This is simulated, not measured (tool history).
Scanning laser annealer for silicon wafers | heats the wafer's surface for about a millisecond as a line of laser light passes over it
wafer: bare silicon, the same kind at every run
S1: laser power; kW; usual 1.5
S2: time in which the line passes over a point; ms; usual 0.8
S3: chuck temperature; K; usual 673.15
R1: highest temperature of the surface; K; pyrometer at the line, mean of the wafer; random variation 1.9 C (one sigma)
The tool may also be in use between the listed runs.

Run 1, hour 0: usual settings. Result: R1 1483.15 K.
Run 2, hour 12.3: usual settings. Result: R1 1483.15 K.
Run 3, hour 25.2: usual settings. Result: R1 1485.15 K.
Run 4, hour 36.9: usual settings. Result: R1 1484.15 K.
Run 5, hour 42.4: usual settings but S1 1.278 kW. Result: R1 1332.15 K.
Run 6, hour 52.8: usual settings but S1 1.278 kW. Result: R1 1332.15 K.
Run 7, hour 61.3: usual settings but S3 711.15 K. Result: R1 1520.15 K.
Run 8, hour 67.8: usual settings but S1 1.586 kW. Result: R1 1535.15 K.
Run 9, hour 75: usual settings but S1 1.586 kW. Result: R1 1541.15 K.
At hour 78.6: laser's power meter calibrated.
Run 10, hour 85.5: usual settings but S1 1.586 kW. Result: R1 1538.15 K.
Run 11, hour 92.5: usual settings but S1 1.586 kW. Result: R1 1540.15 K.
At hour 102.8: laser's power meter calibrated, once more.
Run 12, hour 107: usual settings but S1 1.586 kW. Result: R1 1543.15 K.
Run 13, hour 117: usual settings but S1 1.586 kW. Result: R1 1539.15 K.
Run 14, hour 123: usual settings but S1 1.586 kW. Result: R1 1539.15 K.
Run 15, hour 133.5: usual settings but S1 1.556 kW, S2 0.652 ms, S3 658.15 K. Result: R1 1423.15 K.
Run 16, hour 140.8: usual settings but S1 1.556 kW, S2 0.652 ms, S3 656.15 K. Result: R1 1421.15 K.
Run 17, hour 147.1: usual settings but S1 1.556 kW, S2 0.849 ms, S3 656.15 K. Result: R1 1528.15 K.
Run 18, hour 153.5: usual settings but S1 1.59 kW, S2 0.849 ms, S3 648.15 K. Result: R1 1543.15 K.
Run 19, hour 165.8: usual settings but S1 1.523 kW. Result: R1 1495.15 K.
Run 20, hour 174.8: usual settings but S1 1.473 kW, S2 0.621 ms, S3 664.15 K. Result: R1 1361.15 K.
Run 21, hour 183.6: usual settings but S1 1.287 kW, S2 0.993 ms, S3 707.15 K. Result: R1 1445.15 K.
Run 22, hour 194.8: usual settings but S1 1.432 kW, S2 0.667 ms, S3 683.15 K. Result: R1 1376.15 K.
Run 23, hour 202.4: usual settings but S1 1.432 kW, S2 0.667 ms, S3 683.15 K. Result: R1 1381.15 K.
Run 24, hour 215: usual settings but S1 1.432 kW, S2 0.838 ms, S3 649.15 K. Result: R1 1426.15 K.

Forecast each of these 5 alternatives for the next run:
Run A, hour 224.6: usual settings but S1 1.432 kW, S2 0.576 ms, S3 641.15 K. Result: R1 ?.
Run B, hour 224.6: usual settings but S1 1.432 kW, S2 0.806 ms, S3 649.15 K. Result: R1 ?.
Run C, hour 224.6: usual settings but S1 1.432 kW, S2 0.59 ms, S3 649.15 K. Result: R1 ?.
Run D, hour 224.6: usual settings but S1 1.647 kW, S2 0.881 ms, S3 700.15 K. Result: R1 ?.
Run E, hour 224.6: usual settings but S1 1.473 kW. Result: R1 ?.

run       R1
  A  1286.15
  B  1411.15
  C  1302.15
  D  1649.15
  E  1459.15
Without the tool's hidden state the same runs would have given:
run       R1
  A  1317.15
  B  1447.15
  C  1333.15
  D  1694.15
  E  1496.15

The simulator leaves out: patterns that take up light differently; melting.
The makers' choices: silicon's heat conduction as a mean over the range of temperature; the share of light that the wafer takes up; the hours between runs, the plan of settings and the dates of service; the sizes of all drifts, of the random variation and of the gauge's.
